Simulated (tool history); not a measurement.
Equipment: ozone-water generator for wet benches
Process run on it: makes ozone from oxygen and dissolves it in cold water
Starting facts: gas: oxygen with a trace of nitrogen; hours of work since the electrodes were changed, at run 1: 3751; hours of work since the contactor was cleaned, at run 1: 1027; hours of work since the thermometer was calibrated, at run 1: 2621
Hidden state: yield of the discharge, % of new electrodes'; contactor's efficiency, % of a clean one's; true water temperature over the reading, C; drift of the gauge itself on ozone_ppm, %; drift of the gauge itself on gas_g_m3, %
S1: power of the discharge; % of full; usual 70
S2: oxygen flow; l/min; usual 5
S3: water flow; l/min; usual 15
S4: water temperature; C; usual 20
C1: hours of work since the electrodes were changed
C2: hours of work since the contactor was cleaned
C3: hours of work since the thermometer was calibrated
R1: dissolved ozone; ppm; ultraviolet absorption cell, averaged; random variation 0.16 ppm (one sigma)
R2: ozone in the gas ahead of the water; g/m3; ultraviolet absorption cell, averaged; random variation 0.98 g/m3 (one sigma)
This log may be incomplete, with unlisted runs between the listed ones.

run 1 day=0 | S1=70 S2=5 S3=15 S4=20 | C1=3751 C2=1027 C3=2621 | R1=18.9 R2=149.7
run 2 day=3.062 | S1=70 S2=5 S3=15 S4=20 | C1=3812 C2=1087 C3=2681 | R1=19.2 R2=149.1
run 3 day=8.292 | S1=70 S2=5 S3=15 S4=20 | C1=3914 C2=1190 C3=2784 | R1=18.9 R2=151.3
-- day=9.604 water thermometer calibrated
run 4 day=13.183 | S1=70 S2=5 S3=15 S4=20 | C1=4010 C2=1286 C3=70 | R1=18.9 R2=149.7
run 5 day=16.7 | S1=70 S2=5 S3=15 S4=20 | C1=4079 C2=1355 C3=140 | R1=18.7 R2=148
run 6 day=21.279 | S1=70 S2=5 S3=15 S4=20 | C1=4169 C2=1445 C3=230 | R1=18.7 R2=149
run 7 day=24.796 | S1=70 S2=5 S3=15 S4=20 | C1=4239 C2=1514 C3=299 | R1=18.7 R2=147.9
run 8 day=30.688 | S1=83 S2=4.09 S3=11 S4=20 | C1=4354 C2=1630 C3=415 | R1=27.3 R2=187.2
run 9 day=35.871 | S1=54 S2=5 S3=15 S4=26 | C1=4456 C2=1732 C3=516 | R1=13.8 R2=123.3
run 10 day=39.667 | S1=63 S2=2.82 S3=10 S4=20 | C1=4531 C2=1807 C3=591 | R1=24.2 R2=188
run 11 day=42.279 | S1=76 S2=8.97 S3=11 S4=14 | C1=4582 C2=1858 C3=643 | R1=24.4 R2=113.1
run 12 day=46.3 | S1=70 S2=5.03 S3=15 S4=20 | C1=4661 C2=1937 C3=722 | R1=18.6 R2=145.9
run 13 day=48.812 | S1=49 S2=3.38 S3=15 S4=20 | C1=4711 C2=1986 C3=771 | R1=14.2 R2=140.4

5 ways to go on from here, each from the tool as it stands after run 13. What would each give?
run A day=51.404 | S1=84 S2=2.61 S3=24 S4=20 | C1=4762 C2=2037 C3=822 | R1=? R2=?
run B day=51.404 | S1=51 S2=3.38 S3=15 S4=20 | C1=4762 C2=2037 C3=822 | R1=? R2=?
run C day=51.404 | S1=49 S2=4.61 S3=15 S4=20 | C1=4762 C2=2037 C3=822 | R1=? R2=?
run D day=51.404 | S1=65 S2=4.21 S3=15 S4=20 | C1=4762 C2=2037 C3=822 | R1=? R2=?
run E day=51.404 | S1=53 S2=3.38 S3=15 S4=20 | C1=4762 C2=2037 C3=822 | R1=? R2=?

run=A R1=13 R2=239.8
run=B R1=14.9 R2=144.5
run=C R1=14.3 R2=118.9
run=D R1=17.4 R2=154.1
run=E R1=15.2 R2=148.2
Without the tool's hidden state the same runs would have given:
run=A R1=15.6 R2=284.7
run=B R1=16.9 R2=161.9
run=C R1=16.2 R2=132.6
run=D R1=20.3 R2=177.3
run=E R1=17.3 R2=166.9

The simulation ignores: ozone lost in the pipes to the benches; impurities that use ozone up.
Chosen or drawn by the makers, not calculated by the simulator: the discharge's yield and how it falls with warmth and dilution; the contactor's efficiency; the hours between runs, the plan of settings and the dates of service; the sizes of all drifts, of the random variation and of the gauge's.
